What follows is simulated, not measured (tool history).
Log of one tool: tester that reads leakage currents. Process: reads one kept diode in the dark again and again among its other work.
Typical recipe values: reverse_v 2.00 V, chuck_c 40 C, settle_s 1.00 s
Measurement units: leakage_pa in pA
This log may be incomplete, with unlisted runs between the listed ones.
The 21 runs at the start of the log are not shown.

{"run": 22, "hour": 3786.6, "reverse_v": 2.92, "chuck_c": 38, "settle_s": 0.3, "leakage_pa": 32.44}
{"run": 23, "hour": 3949.2, "reverse_v": 6.06, "chuck_c": 23, "settle_s": 0.36, "leakage_pa": 21.31}
{"run": 24, "hour": 4168.2, "reverse_v": 6.06, "chuck_c": 23, "settle_s": 0.36, "leakage_pa": 22.4}
{"run": 25, "hour": 4336.3, "reverse_v": 3.1, "chuck_c": 25, "settle_s": 0.74, "leakage_pa": 14.72}
{"hour": 4543.2, "done": "probe card cleaned and baked"}
{"run": 26, "hour": 4578.9, "reverse_v": 1.1, "chuck_c": 21, "settle_s": 1.0, "leakage_pa": 3.95}
{"run": 27, "hour": 4709.8, "reverse_v": 2.0, "chuck_c": 33, "settle_s": 1.0, "leakage_pa": 14.36}
{"run": 28, "hour": 4876.0, "reverse_v": 2.0, "chuck_c": 28, "settle_s": 1.0, "leakage_pa": 9.58}
{"run": 29, "hour": 5114.0, "reverse_v": 2.0, "chuck_c": 28, "settle_s": 1.0, "leakage_pa": 9.8}
{"run": 30, "hour": 5230.0, "reverse_v": 2.0, "chuck_c": 36, "settle_s": 2.55, "leakage_pa": 18.79}
{"hour": 5349.0, "done": "chuck's temperature calibrated"}
{"run": 31, "hour": 5371.9, "reverse_v": 2.0, "chuck_c": 36, "settle_s": 2.55, "leakage_pa": 22.56}
{"run": 32, "hour": 5608.9, "reverse_v": 2.0, "chuck_c": 36, "settle_s": 2.55, "leakage_pa": 22.71}
{"run": 33, "hour": 5752.7, "reverse_v": 2.86, "chuck_c": 34, "settle_s": 0.77, "leakage_pa": 23.31}
{"run": 34, "hour": 5960.9, "reverse_v": 2.0, "chuck_c": 40, "settle_s": 0.9, "leakage_pa": 31.39}
{"run": 35, "hour": 6066.5, "reverse_v": 2.0, "chuck_c": 40, "settle_s": 0.9, "leakage_pa": 31.47}
{"run": 36, "hour": 6295.1, "reverse_v": 9.64, "chuck_c": 26, "settle_s": 0.9, "leakage_pa": 31.2}
{"run": 37, "hour": 6469.4, "reverse_v": 9.64, "chuck_c": 26, "settle_s": 0.9, "leakage_pa": 32.41}
{"run": 38, "hour": 6696.1, "reverse_v": 8.4, "chuck_c": 25, "settle_s": 1.22, "leakage_pa": 29.46}
{"hour": 6909.9, "done": "probe card cleaned and baked"}
{"run": 39, "hour": 6937.4, "reverse_v": 8.4, "chuck_c": 25, "settle_s": 1.22, "leakage_pa": 13.27}

Here are 3 independent what-if runs from the current tool condition. What would each one return?
{"run": "A", "hour": 7129.1, "reverse_v": 12.71, "chuck_c": 21, "settle_s": 7.67, "leakage_pa": "?"}
{"run": "B", "hour": 7129.1, "reverse_v": 8.4, "chuck_c": 25, "settle_s": 1.32, "leakage_pa": "?"}
{"run": "C", "hour": 7129.1, "reverse_v": 2.0, "chuck_c": 33, "settle_s": 6.14, "leakage_pa": "?"}

run=A leakage_pa=12.16
run=B leakage_pa=14.46
run=C leakage_pa=14.67
Had the tool no hidden state, the same runs would have come out as:
run=A leakage_pa=10.84
run=B leakage_pa=14.26
run=C leakage_pa=16.00

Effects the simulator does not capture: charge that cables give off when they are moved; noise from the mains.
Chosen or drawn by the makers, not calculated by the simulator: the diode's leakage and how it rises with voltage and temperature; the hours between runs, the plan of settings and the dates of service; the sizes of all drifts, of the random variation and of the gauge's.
